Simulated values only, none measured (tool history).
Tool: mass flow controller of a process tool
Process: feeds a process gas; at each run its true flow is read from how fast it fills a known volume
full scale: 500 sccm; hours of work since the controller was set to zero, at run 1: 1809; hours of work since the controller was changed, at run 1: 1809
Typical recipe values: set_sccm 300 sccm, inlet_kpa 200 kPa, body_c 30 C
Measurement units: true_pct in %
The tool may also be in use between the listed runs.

run	day	set_sccm	inlet_kpa	body_c	hours of work since the controller was set to zero	hours of work since the controller was changed	true_pct
1	0.000	300	200	30	1809	1809	100.30
2	6.496	300	200	25	1909	1909	99.81
3	10.396	300	200	25	1969	1969	99.60
4	17.854	300	200	25	2084	2084	99.58
5	25.467	300	200	25	2202	2202	99.68
6	32.542	258	200	30	2311	2311	99.73
7	39.304	258	200	30	2415	2415	99.75
8	45.350	300	200	38	2508	2508	100.09
9	49.317	300	200	30	2569	2569	99.72
10	54.646	257	200	30	2651	2651	99.52
11	58.833	257	200	30	2716	2716	99.53
12	63.442	300	200	22	2787	2787	98.70
13	69.642	300	200	22	2882	2882	98.76
14	72.833	300	200	38	2931	2931	99.99
15	77.188	300	200	38	2998	2998	99.87
16	84.971	300	275	38	3118	3118	100.23
17	92.833	300	275	38	3239	3239	100.09
18	97.271	115	189	40	3308	3308	99.65
19	100.833	115	145	40	3363	3363	99.28
20	107.646	115	150	40	3468	3468	99.20
21	114.579	115	150	40	3574	3574	99.13
22	118.221	94	237	26	3630	3630	98.50
23	124.317	94	237	26	3724	3724	98.43
24	129.817	300	200	22	3809	3809	97.96
25	133.967	480	186	36	3873	3873	99.17
# day 139.896: gauge calibrated
26	139.925	357	200	38	3965	3965	100.82
27	143.404	300	195	38	4018	4018	100.80
28	147.092	130	200	38	4075	4075	100.69
29	150.742	367	205	23	4131	4131	99.60
30	156.717	367	253	29	4223	4223	100.22
31	161.421	223	205	37	4296	4296	100.52

Hidden state or all else? Some run-to-run changes of true_pct, split into what the settings, what came in and random variation would give without the hidden state, and what is left for the hidden state (with any gauge scatter that isn't in both results):
Hidden state present: flow at rest that the sensor doesn't see, % of full scale; true flow over the shown one, %; drift of the gauge itself on true_pct, %.
Run 3 -> 4: no setting changed, nothing entered. true_pct -0.02 %: hidden state -0.10, all else +0.08.
Run 13 -> 14: body_c 22 -> 38. true_pct +1.23 %: hidden state -0.05, all else +1.28.
Run 15 -> 16: inlet_kpa 200 -> 275. true_pct +0.36 %: hidden state -0.11, all else +0.47.
Run 24 -> 25: set_sccm 300 -> 480, inlet_kpa 200 -> 186, body_c 22 -> 36. true_pct +1.21 %: hidden state -0.07, all else +1.28.
Run 25 -> 26: set_sccm 480 -> 357, inlet_kpa 186 -> 200, body_c 36 -> 38, gauge calibrated. true_pct +1.65 %: hidden state +1.65, all else +0.00.

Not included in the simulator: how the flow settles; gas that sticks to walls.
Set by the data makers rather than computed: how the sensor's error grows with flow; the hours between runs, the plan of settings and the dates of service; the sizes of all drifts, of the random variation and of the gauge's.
